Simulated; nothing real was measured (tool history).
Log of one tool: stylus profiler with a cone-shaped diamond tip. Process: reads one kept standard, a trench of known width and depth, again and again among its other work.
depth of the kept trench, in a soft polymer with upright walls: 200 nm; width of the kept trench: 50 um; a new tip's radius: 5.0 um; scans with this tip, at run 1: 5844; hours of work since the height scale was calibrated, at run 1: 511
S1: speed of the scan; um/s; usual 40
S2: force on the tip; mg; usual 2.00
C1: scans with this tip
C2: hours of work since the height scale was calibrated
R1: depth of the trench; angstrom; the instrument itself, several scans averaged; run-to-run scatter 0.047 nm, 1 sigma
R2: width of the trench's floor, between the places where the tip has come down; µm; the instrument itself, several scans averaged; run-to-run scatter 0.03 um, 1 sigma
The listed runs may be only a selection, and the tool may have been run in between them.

run,hour,S1,S2,C1,C2,R1,R2
1,0.0,40,2.00,5844,511,2023.9,46.28
2,30.1,40,2.00,6023,527,2023.2,46.32
3,62.3,40,2.00,6215,543,2023.5,46.32
4,109.0,40,2.00,6493,568,2024.2,46.23
5,150.7,40,2.00,6741,589,2022.8,46.21
6,185.0,40,2.00,6945,607,2023.1,46.23
7,224.7,40,2.00,7181,628,2023.5,46.18
8,270.9,40,0.95,7456,652,2012.6,46.08
9,311.8,24,2.00,7699,673,2023.4,46.24
10,352.0,24,2.00,7938,694,2022.9,46.15
11,400.5,30,2.00,8227,719,2022.5,46.16
12,427.4,30,1.91,8387,733,2021.7,46.16
13,449.1,30,1.91,8516,745,2020.8,46.18
14,474.2,32,2.00,8665,758,2023.2,46.08
15,510.7,32,2.00,8882,777,2022.7,46.03
16,539.3,40,1.29,9053,792,2014.4,46.00
17,584.8,40,2.00,9323,815,2021.7,45.99
18,607.8,40,2.00,9460,827,2022.2,45.94
19,653.0,40,2.00,9729,851,2022.4,45.93
20,690.6,40,2.00,9952,870,2021.2,45.95
21,738.4,148,2.00,10237,895,2021.6,45.55
# hour 768.3: height scale calibrated on a step standard
22,776.0,148,2.00,10458,4,2027.2,45.46
23,821.1,40,4.37,10726,27,2045.8,45.89
24,844.6,40,4.37,10866,40,2045.0,45.91
25,876.7,40,4.37,11056,56,2045.9,45.84
26,916.9,83,1.51,11296,77,2022.5,45.58
27,954.2,17,1.16,11517,97,2018.4,45.90
28,987.0,30,1.38,11713,114,2020.8,45.78
29,1009.9,30,1.38,11849,126,2019.9,45.75
30,1047.6,30,1.38,12073,145,2020.7,45.74
31,1083.0,98,1.95,12284,164,2025.4,45.50
32,1112.9,74,3.93,12462,179,2040.9,45.66
33,1142.1,40,5.56,12635,194,2052.6,45.75
34,1188.7,66,2.07,12912,219,2026.6,45.57
35,1217.2,37,3.19,13082,233,2035.6,45.63
36,1253.5,50,1.78,13298,252,2023.4,45.60
37,1299.9,50,1.78,13574,276,2023.5,45.49
38,1344.4,50,1.78,13839,300,2023.9,45.52
39,1376.0,29,2.39,14027,316,2028.5,45.64
40,1419.9,132,1.43,14288,339,2019.4,45.05
41,1441.6,24,1.66,14417,350,2022.0,45.56
42,1483.7,24,1.66,14668,372,2022.4,45.60
43,1531.0,35,1.89,14949,397,2024.3,45.50

The next listed run, before its measurement:
44,1571.4,35,1.89,15189,418,?,?

Run 44 came out at R1 2023.7 angstrom, R2 45.50 µm.
On a tool with no hidden condition, and with the same random variation, this run would have come out at R1 2025.6 angstrom, R2 47.06 µm.

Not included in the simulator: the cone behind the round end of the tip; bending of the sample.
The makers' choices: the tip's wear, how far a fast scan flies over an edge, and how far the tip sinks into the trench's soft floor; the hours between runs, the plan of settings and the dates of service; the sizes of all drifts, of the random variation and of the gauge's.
